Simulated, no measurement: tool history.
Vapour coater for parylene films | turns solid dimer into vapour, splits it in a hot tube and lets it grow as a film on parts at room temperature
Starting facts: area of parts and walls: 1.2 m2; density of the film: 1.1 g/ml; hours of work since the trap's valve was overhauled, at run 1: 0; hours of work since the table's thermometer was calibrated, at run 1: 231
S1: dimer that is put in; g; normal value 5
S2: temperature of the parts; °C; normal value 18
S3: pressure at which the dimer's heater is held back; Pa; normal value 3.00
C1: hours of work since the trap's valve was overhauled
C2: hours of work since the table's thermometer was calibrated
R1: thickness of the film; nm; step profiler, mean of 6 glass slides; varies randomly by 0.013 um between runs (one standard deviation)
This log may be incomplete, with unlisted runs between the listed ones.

{"run": 1, "day": 0.0, "S1": 5, "S2": 18, "S3": 3.0, "C1": 0, "C2": 231, "R1": 2150}
{"run": 2, "day": 2.708, "S1": 5, "S2": 18, "S3": 3.0, "C1": 36, "C2": 267, "R1": 2120}
{"run": 3, "day": 4.658, "S1": 5, "S2": 18, "S3": 3.0, "C1": 62, "C2": 294, "R1": 2150}
{"run": 4, "day": 7.883, "S1": 5, "S2": 18, "S3": 3.0, "C1": 106, "C2": 337, "R1": 2110}
{"run": 5, "day": 10.254, "S1": 5, "S2": 18, "S3": 3.0, "C1": 137, "C2": 369, "R1": 2110}
{"run": 6, "day": 13.071, "S1": 5, "S2": 18, "S3": 3.0, "C1": 175, "C2": 406, "R1": 2110}
{"run": 7, "day": 16.288, "S1": 5, "S2": 18, "S3": 3.0, "C1": 218, "C2": 449, "R1": 2080}
{"run": 8, "day": 19.896, "S1": 5, "S2": 18, "S3": 3.0, "C1": 267, "C2": 498, "R1": 2080}
{"run": 9, "day": 23.329, "S1": 5, "S2": 18, "S3": 3.0, "C1": 313, "C2": 544, "R1": 2060}
{"run": 10, "day": 25.604, "S1": 5, "S2": 18, "S3": 3.0, "C1": 343, "C2": 574, "R1": 2080}
{"run": 11, "day": 28.696, "S1": 5, "S2": 18, "S3": 3.0, "C1": 384, "C2": 616, "R1": 2040}
{"run": 12, "day": 30.829, "S1": 4, "S2": 17, "S3": 3.3, "C1": 413, "C2": 644, "R1": 1680}
{"run": 13, "day": 32.875, "S1": 2, "S2": 15, "S3": 3.86, "C1": 441, "C2": 672, "R1": 840}
{"run": 14, "day": 34.475, "S1": 5, "S2": 24, "S3": 3.0, "C1": 462, "C2": 693, "R1": 1680}
{"run": 15, "day": 36.429, "S1": 5, "S2": 24, "S3": 3.0, "C1": 488, "C2": 719, "R1": 1680}

Forecast each of these 3 alternatives for the next run:
{"run": "A", "day": 39.938, "S1": 4, "S2": 24, "S3": 2.62, "C1": 535, "C2": 766, "R1": "?"}
{"run": "B", "day": 39.938, "S1": 5, "S2": 24, "S3": 3.08, "C1": 535, "C2": 766, "R1": "?"}
{"run": "C", "day": 39.938, "S1": 9, "S2": 17, "S3": 6.64, "C1": 535, "C2": 766, "R1": "?"}

run=A R1=1350
run=B R1=1650
run=C R1=3210
Without the tool's hidden state the same runs would have given:
run=A R1=1440
run=B R1=1760
run=C R1=3430
